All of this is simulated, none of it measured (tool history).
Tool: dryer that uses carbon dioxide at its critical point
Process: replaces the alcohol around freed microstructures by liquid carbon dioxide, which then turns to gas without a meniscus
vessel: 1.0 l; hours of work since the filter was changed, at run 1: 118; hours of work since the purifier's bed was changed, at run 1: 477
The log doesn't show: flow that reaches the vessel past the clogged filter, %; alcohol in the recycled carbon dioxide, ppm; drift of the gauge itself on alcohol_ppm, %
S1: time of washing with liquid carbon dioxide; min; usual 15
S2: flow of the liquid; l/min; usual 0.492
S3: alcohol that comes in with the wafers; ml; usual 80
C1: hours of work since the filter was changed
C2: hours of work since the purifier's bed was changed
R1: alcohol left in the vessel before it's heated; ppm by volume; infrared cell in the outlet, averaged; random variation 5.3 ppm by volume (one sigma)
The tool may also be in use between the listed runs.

run,hour,S1,S2,S3,C1,C2,R1
1,0,15,0.492,80,118,477,262
2,18.6,15,0.492,80,132,492,258
3,45.3,15,0.492,80,153,513,274
# hour 66.9: purifier's bed changed
4,73.1,15,0.492,80,172,5,183
5,106.3,19,0.492,80,198,31,51
6,138.9,22,0.492,80,223,56,33
7,169.8,22,0.36,80,247,80,167
8,201.6,15,0.565,80,272,105,100
9,224.7,20,0.492,80,290,123,68
10,244.7,20,0.492,80,305,138,58
11,270.6,20,0.492,80,326,158,71
12,294.9,15,0.492,34,344,177,154
# hour 305.1: inlet filter changed
13,328.5,17,0.492,34,18,203,70
14,354.9,17,0.492,34,39,223,84
15,381.6,17,0.492,34,59,244,74
16,413.7,17,0.492,34,84,269,88
17,429.1,17,0.437,34,96,281,132
18,456.8,17,0.437,34,118,302,131
19,484,15,0.492,80,139,323,253
20,510.2,15,0.492,45,159,344,173
21,542.3,15,0.492,45,184,369,198
22,572,15,0.492,113,207,392,341
23,601.2,15,0.492,42,230,414,192
24,616.9,15,0.641,112,242,427,147
25,636.1,15,0.641,112,257,442,134
26,661.7,15,0.492,58,277,461,264
27,682.1,15,0.492,58,293,477,278
28,711.2,17,0.523,78,316,500,181
29,731.2,12,0.523,70,331,516,596
# hour 748.7: purifier's bed changed
30,759.5,9,0.418,56,351,8,3017
# hour 762.3: inlet filter changed
31,788.8,15,0.727,80,21,30,12
32,814.7,15,0.727,80,41,51,23
33,845,15,0.727,80,64,74,30
34,865.9,9,0.67,36,81,90,210
35,893.6,10,0.354,39,102,112,2084
36,918.6,15,0.827,40,121,131,32
37,935,15,0.447,39,134,144,172
38,962.3,15,0.506,21,155,165,80
39,992,11,0.7,67,178,188,153
40,1018.2,11,0.7,47,199,209,121

Forecast run 41:
41,1046.9,11,0.7,47,221,231,?

{"run 41": {"R1": 132}}
Without the tool's hidden state the same run would have given R1 53 ppm by volume.
